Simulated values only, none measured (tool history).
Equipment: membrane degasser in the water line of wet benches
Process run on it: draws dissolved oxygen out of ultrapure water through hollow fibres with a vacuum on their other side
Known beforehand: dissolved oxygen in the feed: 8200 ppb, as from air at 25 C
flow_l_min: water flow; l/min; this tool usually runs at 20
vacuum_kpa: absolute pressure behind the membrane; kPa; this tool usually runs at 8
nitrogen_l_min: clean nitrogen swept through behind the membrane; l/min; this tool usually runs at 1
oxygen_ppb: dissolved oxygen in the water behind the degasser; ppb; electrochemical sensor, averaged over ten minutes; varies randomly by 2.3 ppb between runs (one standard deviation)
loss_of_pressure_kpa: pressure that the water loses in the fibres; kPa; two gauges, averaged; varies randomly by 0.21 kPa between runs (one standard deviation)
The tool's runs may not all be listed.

run 1 hour=0 | flow_l_min=20 vacuum_kpa=8 nitrogen_l_min=1 | oxygen_ppb=242.6 loss_of_pressure_kpa=48.9
run 2 hour=46.6 | flow_l_min=20 vacuum_kpa=8 nitrogen_l_min=1 | oxygen_ppb=242.6 loss_of_pressure_kpa=48.04
run 3 hour=102.3 | flow_l_min=20 vacuum_kpa=8 nitrogen_l_min=1 | oxygen_ppb=241.1 loss_of_pressure_kpa=48.55
run 4 hour=139.9 | flow_l_min=20 vacuum_kpa=8 nitrogen_l_min=1 | oxygen_ppb=242.2 loss_of_pressure_kpa=48.45
run 5 hour=202.3 | flow_l_min=21 vacuum_kpa=8 nitrogen_l_min=1 | oxygen_ppb=258.5 loss_of_pressure_kpa=51.11
run 6 hour=276.8 | flow_l_min=20 vacuum_kpa=8 nitrogen_l_min=1 | oxygen_ppb=242.2 loss_of_pressure_kpa=48.55
run 7 hour=351.4 | flow_l_min=20 vacuum_kpa=10.98 nitrogen_l_min=1 | oxygen_ppb=363.2 loss_of_pressure_kpa=48.25
run 8 hour=413.9 | flow_l_min=20 vacuum_kpa=8 nitrogen_l_min=1 | oxygen_ppb=243 loss_of_pressure_kpa=48.71
run 9 hour=489.2 | flow_l_min=20 vacuum_kpa=8 nitrogen_l_min=1 | oxygen_ppb=241.4 loss_of_pressure_kpa=48.53
run 10 hour=554.8 | flow_l_min=20 vacuum_kpa=8 nitrogen_l_min=1 | oxygen_ppb=244.1 loss_of_pressure_kpa=48.71
-- hour=584.9 seals of the vacuum lines changed
run 11 hour=604.3 | flow_l_min=20 vacuum_kpa=8 nitrogen_l_min=0.42 | oxygen_ppb=460.2 loss_of_pressure_kpa=48.39
run 12 hour=670.4 | flow_l_min=20 vacuum_kpa=8 nitrogen_l_min=0.42 | oxygen_ppb=460.9 loss_of_pressure_kpa=48.78
run 13 hour=710.2 | flow_l_min=20 vacuum_kpa=8 nitrogen_l_min=1 | oxygen_ppb=242.3 loss_of_pressure_kpa=48.56
run 14 hour=762.6 | flow_l_min=20 vacuum_kpa=8 nitrogen_l_min=1 | oxygen_ppb=241.7 loss_of_pressure_kpa=48.97
-- hour=768.8 vacuum gauge calibrated
run 15 hour=798.1 | flow_l_min=20 vacuum_kpa=8 nitrogen_l_min=1 | oxygen_ppb=239.3 loss_of_pressure_kpa=48.38
run 16 hour=859.2 | flow_l_min=20 vacuum_kpa=8 nitrogen_l_min=1 | oxygen_ppb=242.5 loss_of_pressure_kpa=48.95
run 17 hour=904.8 | flow_l_min=19 vacuum_kpa=5.94 nitrogen_l_min=1.31 | oxygen_ppb=118.4 loss_of_pressure_kpa=46.12
run 18 hour=971.4 | flow_l_min=20 vacuum_kpa=8 nitrogen_l_min=0.91 | oxygen_ppb=264.6 loss_of_pressure_kpa=48.9
run 19 hour=1029.8 | flow_l_min=20 vacuum_kpa=7.66 nitrogen_l_min=1 | oxygen_ppb=230.4 loss_of_pressure_kpa=48.99
run 20 hour=1082.5 | flow_l_min=20 vacuum_kpa=7.66 nitrogen_l_min=1 | oxygen_ppb=232.1 loss_of_pressure_kpa=48.81
-- hour=1110.2 vacuum gauge calibrated, once more
run 21 hour=1145 | flow_l_min=20 vacuum_kpa=7.66 nitrogen_l_min=1 | oxygen_ppb=216.3 loss_of_pressure_kpa=48.73
run 22 hour=1210.6 | flow_l_min=15 vacuum_kpa=7.29 nitrogen_l_min=1 | oxygen_ppb=148.6 loss_of_pressure_kpa=36.69
run 23 hour=1268.3 | flow_l_min=15 vacuum_kpa=7.29 nitrogen_l_min=1 | oxygen_ppb=150.8 loss_of_pressure_kpa=36.54
run 24 hour=1298.6 | flow_l_min=20 vacuum_kpa=12.7 nitrogen_l_min=0.58 | oxygen_ppb=651.2 loss_of_pressure_kpa=49.15
run 25 hour=1373.8 | flow_l_min=20 vacuum_kpa=12.7 nitrogen_l_min=0.58 | oxygen_ppb=664.5 loss_of_pressure_kpa=49.03
run 26 hour=1423.8 | flow_l_min=20 vacuum_kpa=12.7 nitrogen_l_min=0.58 | oxygen_ppb=640.9 loss_of_pressure_kpa=48.86
run 27 hour=1456.6 | flow_l_min=20 vacuum_kpa=12.7 nitrogen_l_min=0.58 | oxygen_ppb=654.5 loss_of_pressure_kpa=49.09
run 28 hour=1499.5 | flow_l_min=28 vacuum_kpa=18.34 nitrogen_l_min=1.11 | oxygen_ppb=822.2 loss_of_pressure_kpa=68.72
run 29 hour=1543.8 | flow_l_min=26 vacuum_kpa=13.55 nitrogen_l_min=1.59 | oxygen_ppb=426.5 loss_of_pressure_kpa=63.79
run 30 hour=1586.9 | flow_l_min=20 vacuum_kpa=8 nitrogen_l_min=1.98 | oxygen_ppb=137.9 loss_of_pressure_kpa=49.26
run 31 hour=1619.9 | flow_l_min=20 vacuum_kpa=8 nitrogen_l_min=1.98 | oxygen_ppb=136.9 loss_of_pressure_kpa=48.87

3 options for the next run, each taken on its own from the tool as it stands now. Forecast them:
run A hour=1693.3 | flow_l_min=16 vacuum_kpa=5.61 nitrogen_l_min=1.98 | oxygen_ppb=? loss_of_pressure_kpa=?
run B hour=1693.3 | flow_l_min=24 vacuum_kpa=8 nitrogen_l_min=1 | oxygen_ppb=? loss_of_pressure_kpa=?
run C hour=1693.3 | flow_l_min=13 vacuum_kpa=8 nitrogen_l_min=2.44 | oxygen_ppb=? loss_of_pressure_kpa=?

run=A oxygen_ppb=57.7 loss_of_pressure_kpa=39.04
run=B oxygen_ppb=291.4 loss_of_pressure_kpa=58.89
run=C oxygen_ppb=67.9 loss_of_pressure_kpa=31.62
What these runs would have given with no unlogged condition in the tool:
run=A oxygen_ppb=54.4 loss_of_pressure_kpa=37.75
run=B oxygen_ppb=281.8 loss_of_pressure_kpa=56.95
run=C oxygen_ppb=65.5 loss_of_pressure_kpa=30.58

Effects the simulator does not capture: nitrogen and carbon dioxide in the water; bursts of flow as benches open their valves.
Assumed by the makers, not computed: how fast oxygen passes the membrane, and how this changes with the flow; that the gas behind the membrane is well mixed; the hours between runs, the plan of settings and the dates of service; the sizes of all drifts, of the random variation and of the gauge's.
